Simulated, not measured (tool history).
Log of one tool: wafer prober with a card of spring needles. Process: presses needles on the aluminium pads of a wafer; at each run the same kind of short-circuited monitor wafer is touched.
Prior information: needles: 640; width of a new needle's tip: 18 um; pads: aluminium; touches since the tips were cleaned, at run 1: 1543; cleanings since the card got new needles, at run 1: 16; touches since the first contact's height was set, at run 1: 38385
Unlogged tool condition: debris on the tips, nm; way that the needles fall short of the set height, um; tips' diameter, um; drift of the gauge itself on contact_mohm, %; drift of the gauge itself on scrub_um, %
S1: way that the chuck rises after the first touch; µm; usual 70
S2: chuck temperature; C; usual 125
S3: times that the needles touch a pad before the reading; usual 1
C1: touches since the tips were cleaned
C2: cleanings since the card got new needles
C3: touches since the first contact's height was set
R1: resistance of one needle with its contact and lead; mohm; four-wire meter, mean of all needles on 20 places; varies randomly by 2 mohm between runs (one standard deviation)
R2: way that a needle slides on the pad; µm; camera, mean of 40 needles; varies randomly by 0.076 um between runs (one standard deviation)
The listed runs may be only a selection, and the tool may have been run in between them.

Run 1, day 0: usual settings; C1 1543; C2 16; C3 38385. Result: R1 210 mohm, R2 10.57 µm.
At day 0.208: tips cleaned on abrasive film.
Run 2, day 0.458: usual settings; C1 1017; C2 17; C3 40222. Result: R1 212 mohm, R2 10.54 µm.
At day 0.825: tips cleaned on abrasive film.
Run 3, day 0.829: usual settings; C1 10; C2 18; C3 41706. Result: R1 212 mohm, R2 10.53 µm.
At day 1.417: tips cleaned on abrasive film.
Run 4, day 1.429: usual settings; C1 46; C2 19; C3 44122. Result: R1 210 mohm, R2 10.54 µm.
Run 5, day 1.854: usual settings; C1 1768; C2 19; C3 45844. Result: R1 211 mohm, R2 10.7 µm.
At day 2.004: tips cleaned on abrasive film.
Run 6, day 2.208: usual settings but S2 46 C; C1 821; C2 20; C3 47258. Result: R1 193 mohm, R2 10.73 µm.
Run 7, day 2.5: usual settings but S2 46 C; C1 2008; C2 20; C3 48445. Result: R1 192 mohm, R2 10.68 µm.
At day 2.604: tips cleaned on abrasive film.
Run 8, day 2.829: usual settings but S1 87 µm, S2 46 C; C1 914; C2 21; C3 49765. Result: R1 188 mohm, R2 13.14 µm.
At day 3.175: tips cleaned on abrasive film.
Run 9, day 3.25: usual settings but S1 87 µm, S2 46 C; C1 309; C2 22; C3 51446. Result: R1 192 mohm, R2 13.24 µm.
At day 3.762: tips cleaned on abrasive film.
Run 10, day 3.95: usual settings but S1 87 µm, S2 46 C; C1 768; C2 23; C3 54274. Result: R1 192 mohm, R2 13.19 µm.
At day 4.35: tips cleaned on abrasive film.
Run 11, day 4.35: usual settings but S1 87 µm, S2 46 C; C1 6; C2 24; C3 55874. Result: R1 191 mohm, R2 13.23 µm.
At day 4.958: tips cleaned on abrasive film.
Run 12, day 4.983: usual settings but S1 87 µm, S2 46 C; C1 106; C2 25; C3 58426. Result: R1 193 mohm, R2 13.13 µm.
Run 13, day 5.325: usual settings; C1 1477; C2 25; C3 59797. Result: R1 207 mohm, R2 10.47 µm.
At day 5.517: tips cleaned on abrasive film.
Run 14, day 5.846: usual settings; C1 1321; C2 26; C3 61890. Result: R1 209 mohm, R2 10.58 µm.
At day 6.096: tips cleaned on abrasive film.
Run 15, day 6.342: usual settings but S1 75 µm, S2 68 C; C1 995; C2 27; C3 63878. Result: R1 197 mohm, R2 11.38 µm.
At day 6.65: tips cleaned on abrasive film.
Run 16, day 6.946: usual settings but S1 63 µm, S2 28 C, S3 2; C1 1197; C2 28; C3 66319. Result: R1 187 mohm, R2 9.36 µm.
At day 7.258: tips cleaned on abrasive film.
Run 17, day 7.488: usual settings but S1 63 µm, S2 28 C, S3 2; C1 938; C2 29; C3 68499. Result: R1 191 mohm, R2 9.51 µm.
At day 7.838: tips cleaned on abrasive film.
Run 18, day 8.046: usual settings but S1 54 µm, S2 87 C, S3 2; C1 836; C2 30; C3 70732. Result: R1 211 mohm, R2 8.21 µm.
At day 8.4: tips cleaned on abrasive film.
Run 19, day 8.646: usual settings but S1 54 µm, S2 87 C, S3 2; C1 1001; C2 31; C3 73149. Result: R1 209 mohm, R2 8.1 µm.
At day 9.004: tips cleaned on abrasive film.
Run 20, day 9.042: usual settings but S1 86 µm, S2 53 C, S3 2; C1 152; C2 32; C3 74736. Result: R1 191 mohm, R2 13.07 µm.
Run 21, day 9.371: usual settings but S1 68 µm, S2 30 C; C1 1487; C2 32; C3 76071. Result: R1 192 mohm, R2 10.22 µm.
At day 9.571: tips cleaned on abrasive film.
Run 22, day 9.983: usual settings but S1 68 µm, S2 30 C; C1 1665; C2 33; C3 78532. Result: R1 193 mohm, R2 10.31 µm.
At day 10.171: tips cleaned on abrasive film.
Run 23, day 10.579: usual settings but S1 68 µm, S2 30 C; C1 1665; C2 34; C3 80936. Result: R1 191 mohm, R2 10.24 µm.
At day 10.746: tips cleaned on abrasive film.
Run 24, day 10.921: usual settings but S1 54 µm, S2 66 C; C1 708; C2 35; C3 82292. Result: R1 206 mohm, R2 8.12 µm.
At day 11.333: tips cleaned on abrasive film.
Run 25, day 11.617: usual settings but S1 72 µm, S2 27 C, S3 3; C1 1159; C2 36; C3 85105. Result: R1 188 mohm, R2 10.85 µm.
At day 11.908: tips cleaned on abrasive film.
Run 26, day 12.238: usual settings but S2 57 C, S3 2; C1 1340; C2 37; C3 87603. Result: R1 198 mohm, R2 10.54 µm.
At day 12.483: tips cleaned on abrasive film.
Run 27, day 12.958: usual settings but S1 88 µm, S2 105 C; C1 1926; C2 38; C3 90509. Result: R1 205 mohm, R2 13.15 µm.

What differs in the tool's unlogged condition from the final listed run ahead of each entry between runs to the first listed run following it?
Run 1 -> run 2: tips cleaned on abrasive film (day 0.208)
  debris on the tips, nm: 0.5 -> 0.4
Run 2 -> run 3: tips cleaned on abrasive film (day 0.825)
  debris on the tips, nm: 0.4 -> 0; tips' diameter, um: 18 -> 18.01
Run 3 -> run 4: tips cleaned on abrasive film (day 1.417)
  debris on the tips, nm: 0 -> 0.1; way that the needles fall short of the set height, um: 0.01 -> 0.02
Run 5 -> run 6: tips cleaned on abrasive film (day 2.004)
  debris on the tips, nm: 0.6 -> 0.3
Run 7 -> run 8: tips cleaned on abrasive film (day 2.604)
  debris on the tips, nm: 0.6 -> 0.4
Run 8 -> run 9: tips cleaned on abrasive film (day 3.175)
  debris on the tips, nm: 0.4 -> 0.1
Run 9 -> run 10: tips cleaned on abrasive film (day 3.762)
  debris on the tips, nm: 0.1 -> 0.3
Run 10 -> run 11: tips cleaned on abrasive film (day 4.35)
  debris on the tips, nm: 0.3 -> 0
Run 11 -> run 12: tips cleaned on abrasive film (day 4.958)
  debris on the tips, nm: 0 -> 0.1
Run 13 -> run 14: tips cleaned on abrasive film (day 5.517)
  debris on the tips, nm: 0.6 -> 0.5
Run 14 -> run 15: tips cleaned on abrasive film (day 6.096)
  debris on the tips, nm: 0.5 -> 0.3
Run 15 -> run 16: tips cleaned on abrasive film (day 6.65)
  debris on the tips, nm: 0.3 -> 0.4
Run 16 -> run 17: tips cleaned on abrasive film (day 7.258)
  no difference in the tool's unlogged condition between these two runs
Run 17 -> run 18: tips cleaned on abrasive film (day 7.838)
  debris on the tips, nm: 0.4 -> 0.3
Run 18 -> run 19: tips cleaned on abrasive film (day 8.4)
  debris on the tips, nm: 0.3 -> 0.4
Run 19 -> run 20: tips cleaned on abrasive film (day 9.004)
  debris on the tips, nm: 0.4 -> 0.1; way that the needles fall short of the set height, um: 0.02 -> 0.03
Run 21 -> run 22: tips cleaned on abrasive film (day 9.571)
  no difference in the tool's unlogged condition between these two runs
Run 22 -> run 23: tips cleaned on abrasive film (day 10.171)
  debris on the tips, nm: 0.5 -> 0.6
Run 23 -> run 24: tips cleaned on abrasive film (day 10.746)
  debris on the tips, nm: 0.6 -> 0.3
Run 24 -> run 25: tips cleaned on abrasive film (day 11.333)
  debris on the tips, nm: 0.3 -> 0.4
Run 25 -> run 26: tips cleaned on abrasive film (day 11.908)
  debris on the tips, nm: 0.4 -> 0.5
Run 26 -> run 27: tips cleaned on abrasive film (day 12.483)
  debris on the tips, nm: 0.5 -> 0.6
